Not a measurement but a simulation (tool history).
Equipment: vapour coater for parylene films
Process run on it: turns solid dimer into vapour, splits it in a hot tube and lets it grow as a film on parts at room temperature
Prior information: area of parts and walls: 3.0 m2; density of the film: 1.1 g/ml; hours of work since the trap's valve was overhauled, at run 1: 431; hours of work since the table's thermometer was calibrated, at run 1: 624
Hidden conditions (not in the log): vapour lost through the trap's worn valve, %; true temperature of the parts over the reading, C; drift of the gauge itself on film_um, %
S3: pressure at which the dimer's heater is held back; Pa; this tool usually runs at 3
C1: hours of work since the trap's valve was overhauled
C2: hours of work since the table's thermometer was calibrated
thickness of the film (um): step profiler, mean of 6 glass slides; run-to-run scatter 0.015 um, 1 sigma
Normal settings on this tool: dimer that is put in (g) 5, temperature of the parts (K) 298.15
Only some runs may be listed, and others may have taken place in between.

run 1 hour=0 | dimer_that_is_put_in_(g)=5 temperature_of_the_parts_(K)=298.15 S3=3 | C1=431 C2=624 | thickness_of_the_film_(um)=0.86
run 2 hour=12.9 | dimer_that_is_put_in_(g)=5 temperature_of_the_parts_(K)=298.15 S3=3 | C1=439 C2=632 | thickness_of_the_film_(um)=0.86
run 3 hour=26.4 | dimer_that_is_put_in_(g)=5 temperature_of_the_parts_(K)=298.15 S3=3 | C1=448 C2=641 | thickness_of_the_film_(um)=0.87
run 4 hour=47 | dimer_that_is_put_in_(g)=5 temperature_of_the_parts_(K)=298.15 S3=3 | C1=460 C2=654 | thickness_of_the_film_(um)=0.87
run 5 hour=68 | dimer_that_is_put_in_(g)=5 temperature_of_the_parts_(K)=305.15 S3=3 | C1=473 C2=666 | thickness_of_the_film_(um)=0.65
run 6 hour=97 | dimer_that_is_put_in_(g)=5 temperature_of_the_parts_(K)=305.15 S3=3 | C1=491 C2=684 | thickness_of_the_film_(um)=0.6
run 7 hour=111 | dimer_that_is_put_in_(g)=5 temperature_of_the_parts_(K)=305.15 S3=3 | C1=500 C2=693 | thickness_of_the_film_(um)=0.62
run 8 hour=129.9 | dimer_that_is_put_in_(g)=5 temperature_of_the_parts_(K)=305.15 S3=3 | C1=512 C2=705 | thickness_of_the_film_(um)=0.64
run 9 hour=147.8 | dimer_that_is_put_in_(g)=5 temperature_of_the_parts_(K)=305.15 S3=3 | C1=523 C2=716 | thickness_of_the_film_(um)=0.63
run 10 hour=173.7 | dimer_that_is_put_in_(g)=3 temperature_of_the_parts_(K)=305.15 S3=6.47 | C1=539 C2=732 | thickness_of_the_film_(um)=0.31
run 11 hour=186.1 | dimer_that_is_put_in_(g)=2 temperature_of_the_parts_(K)=290.15 S3=2.75 | C1=546 C2=740 | thickness_of_the_film_(um)=0.48
run 12 hour=205.2 | dimer_that_is_put_in_(g)=5 temperature_of_the_parts_(K)=299.15 S3=2.81 | C1=558 C2=751 | thickness_of_the_film_(um)=0.82
run 13 hour=229.1 | dimer_that_is_put_in_(g)=5 temperature_of_the_parts_(K)=299.15 S3=4.47 | C1=573 C2=766 | thickness_of_the_film_(um)=0.74
run 14 hour=249.1 | dimer_that_is_put_in_(g)=5 temperature_of_the_parts_(K)=299.15 S3=4.47 | C1=585 C2=779 | thickness_of_the_film_(um)=0.72
run 15 hour=266.5 | dimer_that_is_put_in_(g)=8 temperature_of_the_parts_(K)=303.15 S3=3 | C1=596 C2=789 | thickness_of_the_film_(um)=1.07
-- hour=288.7 trap's valve overhauled
run 16 hour=297.3 | dimer_that_is_put_in_(g)=4 temperature_of_the_parts_(K)=293.15 S3=2.29 | C1=5 C2=806 | thickness_of_the_film_(um)=0.99
run 17 hour=317 | dimer_that_is_put_in_(g)=8 temperature_of_the_parts_(K)=294.15 S3=3.5 | C1=18 C2=818 | thickness_of_the_film_(um)=1.77
run 18 hour=332.2 | dimer_that_is_put_in_(g)=5 temperature_of_the_parts_(K)=298.15 S3=4.45 | C1=27 C2=828 | thickness_of_the_film_(um)=0.88

Each row is a separate what-if for the run after 18, all from the same tool condition, not one after another. Results?
run A hour=348.7 | dimer_that_is_put_in_(g)=5 temperature_of_the_parts_(K)=298.15 S3=2.92 | C1=37 C2=838 | thickness_of_the_film_(um)=?
run B hour=348.7 | dimer_that_is_put_in_(g)=4 temperature_of_the_parts_(K)=309.15 S3=3 | C1=37 C2=838 | thickness_of_the_film_(um)=?
run C hour=348.7 | dimer_that_is_put_in_(g)=5 temperature_of_the_parts_(K)=297.15 S3=8.06 | C1=37 C2=838 | thickness_of_the_film_(um)=?
run D hour=348.7 | dimer_that_is_put_in_(g)=5 temperature_of_the_parts_(K)=294.15 S3=3.54 | C1=37 C2=838 | thickness_of_the_film_(um)=?

run=A thickness_of_the_film_(um)=0.96
run=B thickness_of_the_film_(um)=0.48
run=C thickness_of_the_film_(um)=0.83
run=D thickness_of_the_film_(um)=1.12
With no hidden state in the tool, these same runs would have given:
run=A thickness_of_the_film_(um)=0.96
run=B thickness_of_the_film_(um)=0.48
run=C thickness_of_the_film_(um)=0.83
run=D thickness_of_the_film_(um)=1.13

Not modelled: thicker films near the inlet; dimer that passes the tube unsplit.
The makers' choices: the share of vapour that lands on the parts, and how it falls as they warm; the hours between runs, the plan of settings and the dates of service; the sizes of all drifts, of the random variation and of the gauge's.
